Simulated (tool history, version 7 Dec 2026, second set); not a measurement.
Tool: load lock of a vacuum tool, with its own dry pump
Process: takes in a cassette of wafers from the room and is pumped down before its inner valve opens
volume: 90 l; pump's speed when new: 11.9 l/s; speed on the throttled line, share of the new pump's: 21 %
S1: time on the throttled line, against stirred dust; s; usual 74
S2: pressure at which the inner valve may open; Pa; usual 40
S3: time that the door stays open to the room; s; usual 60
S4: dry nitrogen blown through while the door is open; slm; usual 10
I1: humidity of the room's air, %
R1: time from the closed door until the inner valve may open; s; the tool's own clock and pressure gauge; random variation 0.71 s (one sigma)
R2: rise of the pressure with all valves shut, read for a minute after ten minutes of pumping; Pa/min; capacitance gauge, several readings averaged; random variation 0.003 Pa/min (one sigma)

| run | hour | S1 | S2 | S3 | S4 | I1 | R1 | R2 |
|---|---|---|---|---|---|---|---|---|
| 1 | 0 | 74 | 40 | 60 | 10 | 44.1 | 120.5 | 0.08 |
| 2 | 294.8 | 74 | 40 | 60 | 5 | 45.2 | 120.1 | 0.09 |
| 3 | 472.7 | 74 | 40 | 60 | 5 | 40.3 | 119.8 | 0.091 |
| 4 | 776.1 | 74 | 40 | 60 | 5 | 49.5 | 120.5 | 0.105 |
| 5 | 1084.5 | 74 | 40 | 103 | 5 | 42.5 | 120.3 | 0.116 |
| 6 | 1294 | 74 | 40 | 103 | 5 | 51.7 | 119.6 | 0.133 |
| 7 | 1623 | 74 | 40 | 60 | 10 | 44.3 | 121.7 | 0.115 |
| 8 | 1809.5 | 74 | 40 | 60 | 10 | 46 | 120.7 | 0.113 |
| 9 | 2099.2 | 52 | 40 | 60 | 10 | 44.8 | 104.4 | 0.125 |
| 10 | 2307.1 | 52 | 40 | 60 | 10 | 48.3 | 104 | 0.129 |
| 11 | 2611.7 | 52 | 40 | 60 | 10 | 49.3 | 104.1 | 0.14 |
| 12 | 2790.4 | 74 | 53 | 60 | 10 | 45.3 | 119.7 | 0.148 |
| 13 | 2962.1 | 74 | 45 | 60 | 16 | 42.8 | 118.6 | 0.138 |
| 14 | 3116.5 | 94 | 29 | 60 | 11 | 44.9 | 138.8 | 0.153 |
| 15 | 3299.9 | 74 | 31 | 166 | 25 | 43.1 | 122.7 | 0.163 |
| 16 | 3599 | 74 | 31 | 166 | 25 | 45 | 124.4 | 0.176 |
| 17 | 3751 | 60 | 32 | 28 | 9 | 43.5 | 112.8 | 0.157 |
| 18 | 3962.3 | 60 | 32 | 28 | 9 | 47.8 | 112.6 | 0.174 |
| 19 | 4219.5 | 60 | 32 | 28 | 9 | 47.6 | 113.4 | 0.184 |
| 20 | 4453 | 60 | 32 | 28 | 9 | 47.3 | 112.6 | 0.191 |
| 21 | 4654.2 | 76 | 32 | 113 | 9 | 43.5 | 125.2 | 0.227 |

Forecast each of these 5 alternatives for the next run:
| A | 4964.1 | 80 | 32 | 113 | 9 | 44.2 | ? | ? |
| B | 4964.1 | 74 | 40 | 60 | 33 | 48.2 | ? | ? |
| C | 4964.1 | 76 | 32 | 108 | 9 | 43.7 | ? | ? |
| D | 4964.1 | 76 | 70 | 113 | 9 | 46.3 | ? | ? |
| E | 4964.1 | 78 | 35 | 139 | 10 | 48.4 | ? | ? |

| run | R1 | R2 |
|---|---|---|
| A | 128.7 | 0.23 |
| B | 122.1 | 0.209 |
| C | 126.9 | 0.236 |
| D | 119.3 | 0.235 |
| E | 126.8 | 0.244 |
Without the tool's hidden state the same runs would have given:
| run | R1 | R2 |
|---|---|---|
| A | 123.5 | 0.058 |
| B | 116.8 | 0.039 |
| C | 121.5 | 0.066 |
| D | 114.7 | 0.064 |
| E | 121.7 | 0.073 |
